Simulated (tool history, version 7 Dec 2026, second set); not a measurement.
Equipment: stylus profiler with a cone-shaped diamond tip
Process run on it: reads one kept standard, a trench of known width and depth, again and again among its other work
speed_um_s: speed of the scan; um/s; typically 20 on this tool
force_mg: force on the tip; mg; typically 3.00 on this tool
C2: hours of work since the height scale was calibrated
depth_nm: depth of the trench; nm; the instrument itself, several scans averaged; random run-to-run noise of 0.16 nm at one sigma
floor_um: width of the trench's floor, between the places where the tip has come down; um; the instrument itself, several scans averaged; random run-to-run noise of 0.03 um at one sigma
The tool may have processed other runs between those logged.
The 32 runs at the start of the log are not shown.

run 33 day=65.500 | speed_um_s=6 force_mg=3.00 | scans_with_this_tip=11369 C2=1082 | depth_nm=1008.43 floor_um=16.50
run 34 day=68.138 | speed_um_s=6 force_mg=3.00 | scans_with_this_tip=11573 C2=1124 | depth_nm=1008.42 floor_um=16.53
run 35 day=70.783 | speed_um_s=6 force_mg=3.56 | scans_with_this_tip=11777 C2=1165 | depth_nm=1009.39 floor_um=16.49
-- day=72.054 height scale calibrated on a step standard
run 36 day=73.508 | speed_um_s=21 force_mg=3.15 | scans_with_this_tip=11986 C2=23 | depth_nm=1008.32 floor_um=16.43
run 37 day=75.804 | speed_um_s=6 force_mg=5.27 | scans_with_this_tip=12163 C2=59 | depth_nm=1011.91 floor_um=16.55
run 38 day=76.950 | speed_um_s=6 force_mg=5.27 | scans_with_this_tip=12251 C2=77 | depth_nm=1012.16 floor_um=16.51
run 39 day=79.525 | speed_um_s=6 force_mg=5.27 | scans_with_this_tip=12450 C2=118 | depth_nm=1012.34 floor_um=16.51
run 40 day=81.025 | speed_um_s=7 force_mg=6.34 | scans_with_this_tip=12566 C2=141 | depth_nm=1013.55 floor_um=16.53
run 41 day=83.575 | speed_um_s=7 force_mg=6.34 | scans_with_this_tip=12762 C2=181 | depth_nm=1013.67 floor_um=16.48
run 42 day=84.854 | speed_um_s=5 force_mg=6.34 | scans_with_this_tip=12861 C2=202 | depth_nm=1013.74 floor_um=16.51
run 43 day=87.108 | speed_um_s=13 force_mg=2.15 | scans_with_this_tip=13035 C2=237 | depth_nm=1006.50 floor_um=16.48
run 44 day=88.271 | speed_um_s=13 force_mg=2.15 | scans_with_this_tip=13125 C2=255 | depth_nm=1006.70 floor_um=16.46
run 45 day=89.446 | speed_um_s=13 force_mg=2.15 | scans_with_this_tip=13215 C2=274 | depth_nm=1006.32 floor_um=16.47
run 46 day=90.958 | speed_um_s=13 force_mg=2.15 | scans_with_this_tip=13332 C2=298 | depth_nm=1006.80 floor_um=16.44

Forecast each of these 3 alternatives for the next run:
run A day=93.550 | speed_um_s=50 force_mg=6.08 | scans_with_this_tip=13532 C2=339 | depth_nm=? floor_um=?
run B day=93.550 | speed_um_s=27 force_mg=2.42 | scans_with_this_tip=13532 C2=339 | depth_nm=? floor_um=?
run C day=93.550 | speed_um_s=45 force_mg=4.98 | scans_with_this_tip=13532 C2=339 | depth_nm=? floor_um=?

run=A depth_nm=1013.39 floor_um=16.40
run=B depth_nm=1007.04 floor_um=16.37
run=C depth_nm=1011.56 floor_um=16.41
Stripped of hidden state, with their random variation kept, the same runs would have yielded:
run=A depth_nm=1013.38 floor_um=16.41
run=B depth_nm=1007.03 floor_um=16.38
run=C depth_nm=1011.55 floor_um=16.42

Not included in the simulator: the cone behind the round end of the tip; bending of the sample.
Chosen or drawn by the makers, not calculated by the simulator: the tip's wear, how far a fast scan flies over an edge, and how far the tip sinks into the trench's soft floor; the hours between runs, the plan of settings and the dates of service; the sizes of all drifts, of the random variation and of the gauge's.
